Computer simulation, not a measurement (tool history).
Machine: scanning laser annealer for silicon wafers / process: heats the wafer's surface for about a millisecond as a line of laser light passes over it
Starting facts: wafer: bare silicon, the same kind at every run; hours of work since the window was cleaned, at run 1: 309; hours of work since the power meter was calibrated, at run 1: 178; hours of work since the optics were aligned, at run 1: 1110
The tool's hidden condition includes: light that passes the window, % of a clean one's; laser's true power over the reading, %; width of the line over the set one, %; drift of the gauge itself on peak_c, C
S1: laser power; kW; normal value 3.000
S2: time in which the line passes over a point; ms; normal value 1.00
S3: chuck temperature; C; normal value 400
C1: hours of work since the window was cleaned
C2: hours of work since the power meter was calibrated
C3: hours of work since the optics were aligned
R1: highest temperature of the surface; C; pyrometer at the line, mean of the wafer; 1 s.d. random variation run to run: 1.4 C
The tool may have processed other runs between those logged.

run 1 hour=0.0 | S1=3.000 S2=1.00 S3=400 | C1=309 C2=178 C3=1110 | R1=1125
run 2 hour=9.6 | S1=3.000 S2=0.74 S3=400 | C1=314 C2=184 C3=1115 | R1=1014
run 3 hour=18.2 | S1=3.000 S2=0.74 S3=400 | C1=319 C2=188 C3=1120 | R1=1012
run 4 hour=32.4 | S1=3.000 S2=0.74 S3=400 | C1=327 C2=196 C3=1127 | R1=1010
run 5 hour=50.3 | S1=3.000 S2=0.74 S3=400 | C1=336 C2=206 C3=1137 | R1=1013
run 6 hour=65.8 | S1=3.000 S2=0.74 S3=400 | C1=345 C2=215 C3=1146 | R1=1010
run 7 hour=75.2 | S1=3.000 S2=0.74 S3=400 | C1=350 C2=220 C3=1151 | R1=1012
run 8 hour=89.5 | S1=3.000 S2=0.74 S3=400 | C1=358 C2=228 C3=1159 | R1=1012
run 9 hour=103.3 | S1=3.097 S2=1.00 S3=400 | C1=366 C2=235 C3=1166 | R1=1144
run 10 hour=113.7 | S1=3.097 S2=1.00 S3=400 | C1=371 C2=241 C3=1172 | R1=1146
run 11 hour=128.2 | S1=3.000 S2=1.00 S3=375 | C1=379 C2=249 C3=1180 | R1=1099
run 12 hour=141.1 | S1=3.000 S2=1.00 S3=375 | C1=386 C2=256 C3=1187 | R1=1096
-- hour=155.8 optics aligned, line set to its width
run 13 hour=159.1 | S1=3.000 S2=1.00 S3=375 | C1=394 C2=263 C3=2 | R1=1102
run 14 hour=166.5 | S1=3.000 S2=1.00 S3=375 | C1=398 C2=267 C3=6 | R1=1100
run 15 hour=174.1 | S1=3.000 S2=1.00 S3=375 | C1=402 C2=271 C3=10 | R1=1100
run 16 hour=188.3 | S1=3.000 S2=1.00 S3=375 | C1=410 C2=279 C3=18 | R1=1099
run 17 hour=204.0 | S1=3.000 S2=1.00 S3=400 | C1=418 C2=288 C3=27 | R1=1122
run 18 hour=213.9 | S1=3.000 S2=1.00 S3=400 | C1=424 C2=293 C3=32 | R1=1125
run 19 hour=228.8 | S1=3.000 S2=1.00 S3=400 | C1=432 C2=302 C3=40 | R1=1123
run 20 hour=246.6 | S1=3.000 S2=1.00 S3=400 | C1=442 C2=311 C3=50 | R1=1123
run 21 hour=264.1 | S1=3.000 S2=1.00 S3=400 | C1=451 C2=321 C3=60 | R1=1123
run 22 hour=276.9 | S1=3.000 S2=1.09 S3=374 | C1=458 C2=328 C3=67 | R1=1130
run 23 hour=286.5 | S1=3.030 S2=1.09 S3=374 | C1=464 C2=333 C3=72 | R1=1139
run 24 hour=303.4 | S1=3.030 S2=1.09 S3=374 | C1=473 C2=343 C3=81 | R1=1138
run 25 hour=319.3 | S1=3.030 S2=1.09 S3=374 | C1=482 C2=351 C3=90 | R1=1139
run 26 hour=327.3 | S1=3.030 S2=1.09 S3=374 | C1=486 C2=356 C3=94 | R1=1137
run 27 hour=345.0 | S1=3.030 S2=1.09 S3=374 | C1=496 C2=366 C3=104 | R1=1138
run 28 hour=353.2 | S1=3.000 S2=0.96 S3=400 | C1=500 C2=370 C3=109 | R1=1102
run 29 hour=365.0 | S1=3.000 S2=0.96 S3=400 | C1=507 C2=376 C3=115 | R1=1101
run 30 hour=373.9 | S1=3.000 S2=0.96 S3=400 | C1=512 C2=381 C3=120 | R1=1101
run 31 hour=388.1 | S1=2.655 S2=1.04 S3=391 | C1=519 C2=389 C3=128 | R1=1044
run 32 hour=401.8 | S1=2.902 S2=1.21 S3=400 | C1=527 C2=397 C3=135 | R1=1172
run 33 hour=417.5 | S1=2.758 S2=0.70 S3=364 | C1=536 C2=405 C3=144 | R1=905
run 34 hour=432.7 | S1=3.209 S2=0.70 S3=390 | C1=544 C2=414 C3=152 | R1=1018
run 35 hour=446.2 | S1=2.995 S2=1.00 S3=394 | C1=551 C2=421 C3=160 | R1=1113
run 36 hour=458.9 | S1=3.000 S2=1.24 S3=376 | C1=558 C2=428 C3=167 | R1=1185
run 37 hour=474.2 | S1=3.000 S2=1.24 S3=376 | C1=567 C2=437 C3=175 | R1=1185
run 38 hour=490.5 | S1=3.293 S2=0.91 S3=400 | C1=576 C2=446 C3=184 | R1=1143
run 39 hour=503.7 | S1=2.853 S2=1.12 S3=421 | C1=583 C2=453 C3=191 | R1=1147
run 40 hour=511.2 | S1=3.000 S2=1.00 S3=415 | C1=587 C2=457 C3=195 | R1=1129
run 41 hour=526.9 | S1=2.651 S2=0.71 S3=421 | C1=596 C2=466 C3=204 | R1=944

Selected run-to-run steps in R1, each split into two signed amounts: the part the tool would show with no hidden state at all (from settings, incoming material and random variation), and the remainder, which goes to the hidden state together with any gauge scatter not common to the measured and the hidden-state-free results:
Run 8 -> 9: S1 3.000 -> 3.097, S2 0.74 -> 1.00. R1 +132 C: hidden state -6, all else +138.
Run 32 -> 33: S1 2.902 -> 2.758, S2 1.21 -> 0.70, S3 400 -> 364. R1 -267 C: hidden state +8, all else -275.
Run 40 -> 41: S1 3.000 -> 2.651, S2 1.00 -> 0.71, S3 415 -> 421. R1 -185 C: hidden state +10, all else -195.
